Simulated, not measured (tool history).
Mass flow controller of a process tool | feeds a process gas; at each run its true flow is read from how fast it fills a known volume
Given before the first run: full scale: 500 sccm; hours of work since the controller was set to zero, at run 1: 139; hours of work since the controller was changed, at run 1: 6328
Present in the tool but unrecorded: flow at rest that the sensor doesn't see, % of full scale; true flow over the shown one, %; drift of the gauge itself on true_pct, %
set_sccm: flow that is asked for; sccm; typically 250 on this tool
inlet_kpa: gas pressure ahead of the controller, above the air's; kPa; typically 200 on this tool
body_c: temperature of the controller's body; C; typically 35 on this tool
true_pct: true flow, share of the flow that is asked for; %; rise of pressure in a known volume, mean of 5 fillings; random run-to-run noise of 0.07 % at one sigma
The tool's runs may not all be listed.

run	day	set_sccm	inlet_kpa	body_c	hours of work since the controller was set to zero	hours of work since the controller was changed	true_pct
1	0	250	200	35	139	6328	102.23
2	12.471	250	200	35	291	6480	102.23
3	23.792	250	200	35	428	6617	102.45
4	36.221	250	200	35	579	6768	102.44
5	43.55	250	200	35	668	6857	102.52
6	50.175	250	200	35	748	6937	102.56
# day 54.833: controller exchanged for a calibrated one
7	61.65	250	200	35	83	83	97.77
8	73.642	250	207	35	228	228	97.86
9	82.433	250	207	35	335	335	97.83
10	93.521	250	207	35	469	469	97.97
11	103.208	250	155	35	587	587	98.35
12	115.158	250	155	35	732	732	98.5
13	120.883	250	241	24	801	801	98.37
14	127.962	124	266	24	887	887	97.08
15	137.971	102	266	27	1008	1008	96.7
16	147.904	186	157	32	1129	1129	98.27
17	153.579	250	209	37	1198	1198	98.23
18	166.367	250	209	37	1353	1353	98.24

What will run 19 give?
19	177.538	100	197	35	1488	1488	?

Logged for run 19: true_pct 96.71 %.
Take away the tool's hidden state, keep the run-to-run variation as it was, and the same run would have given true_pct 96.91 %.
